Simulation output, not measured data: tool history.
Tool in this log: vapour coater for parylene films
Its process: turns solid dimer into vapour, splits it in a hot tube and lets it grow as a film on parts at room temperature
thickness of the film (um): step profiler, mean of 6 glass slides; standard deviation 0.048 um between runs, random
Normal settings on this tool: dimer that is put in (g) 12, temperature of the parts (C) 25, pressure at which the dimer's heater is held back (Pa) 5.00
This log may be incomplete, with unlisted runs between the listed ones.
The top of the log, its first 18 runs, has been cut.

| run | hour | dimer that is put in (g) | temperature of the parts (C) | pressure at which the dimer's heater is held back (Pa) | thickness of the film (um) |
|---|---|---|---|---|---|
| 19 | 622.5 | 6 | 25 | 5.00 | 2.49 |
| 20 | 667.3 | 6 | 25 | 5.00 | 2.47 |
| 21 | 688.2 | 6 | 25 | 5.00 | 2.40 |
| 22 | 719.1 | 6 | 25 | 5.00 | 2.48 |
| 23 | 764.0 | 6 | 25 | 5.00 | 2.41 |
| 24 | 795.6 | 10 | 19 | 5.02 | 4.64 |
|  | 800.9 | table's thermometer calibrated |
| 25 | 839.4 | 10 | 19 | 5.02 | 4.55 |
| 26 | 877.7 | 12 | 25 | 5.00 | 4.81 |
| 27 | 917.7 | 6 | 30 | 5.00 | 2.05 |

The next listed run, before its measurement:
| 28 | 963.7 | 6 | 30 | 5.00 | ? |

Run 28 produced thickness of the film (um) 2.01.
On a tool with no hidden condition, and with the same random variation, this run would have come out at thickness of the film (um) 2.36.

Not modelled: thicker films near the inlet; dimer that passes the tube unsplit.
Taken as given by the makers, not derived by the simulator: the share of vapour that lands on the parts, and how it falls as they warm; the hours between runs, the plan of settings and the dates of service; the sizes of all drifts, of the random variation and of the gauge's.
